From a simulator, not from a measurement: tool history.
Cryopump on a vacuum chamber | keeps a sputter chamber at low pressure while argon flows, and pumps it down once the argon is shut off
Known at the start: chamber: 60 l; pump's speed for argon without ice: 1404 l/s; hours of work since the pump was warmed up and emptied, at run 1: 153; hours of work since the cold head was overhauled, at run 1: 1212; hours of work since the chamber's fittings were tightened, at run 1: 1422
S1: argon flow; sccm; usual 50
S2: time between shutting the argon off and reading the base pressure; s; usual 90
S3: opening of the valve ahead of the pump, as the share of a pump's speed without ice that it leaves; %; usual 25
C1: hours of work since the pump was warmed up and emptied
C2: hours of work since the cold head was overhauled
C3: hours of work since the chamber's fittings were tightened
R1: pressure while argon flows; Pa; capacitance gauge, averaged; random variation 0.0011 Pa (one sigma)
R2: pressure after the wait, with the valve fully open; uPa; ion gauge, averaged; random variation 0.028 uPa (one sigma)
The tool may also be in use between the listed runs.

run    hour  S1   S2  S3    C1    C2    C3      R1    R2
  1       0  50   90  25   153  1212  1422  0.2442  1.89
  2    48.6  50   90  25   178  1237  1447  0.2418  1.95
  3   139.8  50   90  25   225  1284  1494  0.2451  1.96
  4   236.9  50   90  25   275  1334  1544  0.2453  1.98
  5   320.3  37   90  25   318  1377  1587  0.1817  2.06
  6   418.9  37   90  25   369  1428  1638  0.1821  2.05
  7   494.5  22   90  25   408  1467  1677  0.1096   2.1
  8   561.3  50   90  25   442  1501  1711  0.2499   2.1
  9   625.7  50   90  25   476  1534  1744  0.2509  2.19
 10   707.2  50   90  25   518  1576  1786  0.2486  2.19
 11   783.6  50   90  53   557  1616  1826  0.1236  2.17
 12   874.5  50   90  53   604  1663  1873   0.125  2.28
 13   939.3  50   90  53   637  1696  1906  0.1256  2.28
 14  1002.6  50   90  53   670  1729  1939  0.1261   2.3
 15  1074.1  50   90  53   707  1765  1976  0.1267  2.36
 16  1168.3  50   90  53   755  1814  2024  0.1277  2.35
 17  1218.9  50   90  53   781  1840  2050  0.1282  2.46
 18  1291.1  50   90  53   819  1877  2087  0.1286  2.44
 19  1352.6  52   90  47   850  1909  2119  0.1502  2.53
 20  1426.1  50   26  32   888  1947  2157  0.2038   5.1
 21  1489.6  50   26  32   921  1980  2190  0.2087  5.33
 22  1585.8  50   26  32   971  2029  2239   0.206  5.14
 23  1652.6  53   48  37  1005  2064  2274  0.1944  3.65
       1702  -- pump warmed up, emptied and cooled again
 24  1710.5  50  179  20     4  2091  2301  0.3017   1.7
 25    1766  50   57  44    33  2120  2330  0.1393  2.82
 26  1862.7  50   57  44    83  2169  2380  0.1408  3.01
 27  1954.6  50   56  43   130  2217  2427  0.1439     3
 28  1998.9  50   56  43   153  2240  2450  0.1442  3.02
 29  2053.7  99   90  25   181  2268  2478  0.4819  2.43
 30  2139.3  39   73  15   225  2312  2522  0.3172  2.68
 31  2179.9  93  275  27   246  2333  2543  0.4252  1.69
 32  2237.3  93  232  42   276  2363  2573  0.2786  1.83
 33  2332.9  70   94  47   325  2412  2622  0.1902  2.41

Hidden state at the last listed run before each entry between runs and at the first one after, where it differs:
Between runs 23 and 24: pump warmed up, emptied and cooled again (hour 1702)
  pump's speed, % of a pump's without ice: 76.6 -> 99.2; cold plate's temperature, K: 13.18 -> 13.19; leak into the chamber, uPa l/s: 1588 -> 1604
  measured less the result without the state, R1: +0.0215 -> +0.002 Pa; R2: +1.33 -> +0.95 uPa

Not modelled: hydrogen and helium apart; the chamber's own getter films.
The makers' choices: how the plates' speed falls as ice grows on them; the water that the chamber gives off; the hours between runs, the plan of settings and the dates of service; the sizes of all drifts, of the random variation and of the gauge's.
